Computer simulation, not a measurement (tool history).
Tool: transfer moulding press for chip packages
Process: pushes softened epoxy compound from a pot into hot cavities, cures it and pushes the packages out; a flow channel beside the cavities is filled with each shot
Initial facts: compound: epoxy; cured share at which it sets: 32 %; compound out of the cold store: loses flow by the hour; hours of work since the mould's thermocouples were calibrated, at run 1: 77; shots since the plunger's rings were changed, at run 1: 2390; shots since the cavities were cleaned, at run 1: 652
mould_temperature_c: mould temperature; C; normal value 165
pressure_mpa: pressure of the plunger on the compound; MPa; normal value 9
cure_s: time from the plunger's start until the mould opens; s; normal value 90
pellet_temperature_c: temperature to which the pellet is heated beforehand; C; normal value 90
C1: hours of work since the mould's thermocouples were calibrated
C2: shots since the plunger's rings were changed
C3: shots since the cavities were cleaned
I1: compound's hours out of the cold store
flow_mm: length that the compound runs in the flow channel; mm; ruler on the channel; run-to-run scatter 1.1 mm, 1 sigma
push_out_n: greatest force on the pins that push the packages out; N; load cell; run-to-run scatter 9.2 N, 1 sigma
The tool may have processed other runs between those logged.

Run 1, hour 0: usual settings; C1 77; C2 2390; C3 652; I1 24.3. Result: flow_mm 772 mm, push_out_n 583 N.
At hour 15.7: plunger's sealing rings changed.
At hour 26.3: cavities cleaned with cleaning compound and waxed.
Run 2, hour 81.8: usual settings; C1 127; C2 834; C3 716; I1 19.3. Result: flow_mm 793 mm, push_out_n 608 N.
At hour 97.5: cavities cleaned with cleaning compound and waxed.
Run 3, hour 157.2: usual settings; C1 176; C2 1789; C3 771; I1 24. Result: flow_mm 776 mm, push_out_n 609 N.
At hour 167.7: cavities cleaned with cleaning compound and waxed.
At hour 220.3: plunger's sealing rings changed.
At hour 243: cavities cleaned with cleaning compound and waxed.
Run 4, hour 256.3: usual settings but pressure_mpa 10.63 MPa; C1 237; C2 446; C3 171; I1 46.7. Result: flow_mm 809 mm, push_out_n 464 N.
Run 5, hour 308.3: usual settings but pressure_mpa 10.63 MPa; C1 271; C2 1117; C3 842; I1 23.4. Result: flow_mm 851 mm, push_out_n 625 N.
At hour 314.7: cavities cleaned with cleaning compound and waxed.
At hour 387.3: cavities cleaned with cleaning compound and waxed.
Run 6, hour 391.5: usual settings but pressure_mpa 10.63 MPa; C1 323; C2 2154; C3 55; I1 45.6. Result: flow_mm 802 mm, push_out_n 444 N.
At hour 422.4: plunger's sealing rings changed.
At hour 432.5: mould's thermocouples calibrated.
At hour 463.8: cavities cleaned with cleaning compound and waxed.
Run 7, hour 484.8: usual settings but pressure_mpa 9.02 MPa; C1 33; C2 761; C3 272; I1 40.7. Result: flow_mm 754 mm, push_out_n 522 N.
At hour 535.8: cavities cleaned with cleaning compound and waxed.
Run 8, hour 571.5: usual settings but pressure_mpa 9.02 MPa; C1 89; C2 1861; C3 461; I1 16.7. Result: flow_mm 793 mm, push_out_n 561 N.
At hour 607.7: cavities cleaned with cleaning compound and waxed.
At hour 631.7: plunger's sealing rings changed.
Run 9, hour 637.8: usual settings but mould_temperature_c 161 C; C1 129; C2 80; C3 357; I1 30.7. Result: flow_mm 790 mm, push_out_n 742 N.
At hour 679.3: cavities cleaned with cleaning compound and waxed.
Run 10, hour 710: usual settings but mould_temperature_c 161 C; C1 175; C2 993; C3 397; I1 27.5. Result: flow_mm 792 mm, push_out_n 775 N.
At hour 750.8: cavities cleaned with cleaning compound and waxed.
Run 11, hour 776.1: usual settings but mould_temperature_c 161 C; C1 218; C2 1828; C3 328; I1 25.9. Result: flow_mm 793 mm, push_out_n 734 N.
At hour 823.3: cavities cleaned with cleaning compound and waxed.
At hour 835: plunger's sealing rings changed.
Run 12, hour 858.7: usual settings but pellet_temperature_c 99 C; C1 269; C2 305; C3 425; I1 40.6. Result: flow_mm 752 mm, push_out_n 521 N.
At hour 897.9: cavities cleaned with cleaning compound and waxed.
Run 13, hour 929.2: usual settings but pellet_temperature_c 99 C; C1 314; C2 1196; C3 404; I1 29.1. Result: flow_mm 771 mm, push_out_n 517 N.
At hour 968.5: cavities cleaned with cleaning compound and waxed.
At hour 983.4: mould's thermocouples calibrated.
Run 14, hour 1023.4: usual settings but pellet_temperature_c 99 C; C1 26; C2 2369; C3 683; I1 24. Result: flow_mm 771 mm, push_out_n 569 N.
At hour 1040.1: plunger's sealing rings changed.
At hour 1048.2: cavities cleaned with cleaning compound and waxed.
Run 15, hour 1100.8: usual settings but pellet_temperature_c 99 C; C1 74; C2 764; C3 679; I1 11.6. Result: flow_mm 803 mm, push_out_n 594 N.
At hour 1120.8: cavities cleaned with cleaning compound and waxed.
Run 16, hour 1147.6: usual settings but mould_temperature_c 160 C, pressure_mpa 9.25 MPa, cure_s 106 s, pellet_temperature_c 99 C; C1 103; C2 1349; C3 345; I1 25.8. Result: flow_mm 804 mm, push_out_n 531 N.
At hour 1191: cavities cleaned with cleaning compound and waxed.
Run 17, hour 1217: usual settings but mould_temperature_c 167 C, cure_s 108 s; C1 148; C2 2227; C3 337; I1 27. Result: flow_mm 759 mm, push_out_n 325 N.

What does the tool deliver on the next run?
At hour 1245: plunger's sealing rings changed.
At hour 1263.2: cavities cleaned with cleaning compound and waxed.
Run 18, hour 1301.3: usual settings but mould_temperature_c 163 C, cure_s 108 s; C1 200; C2 709; C3 493; I1 45.4. Result: flow_mm ?, push_out_n ?.

{"run 18": {"flow_mm": 755, "push_out_n": 428}}
Had the tool carried no hidden state, the very same run would have given flow_mm 758 mm, push_out_n 300 N.
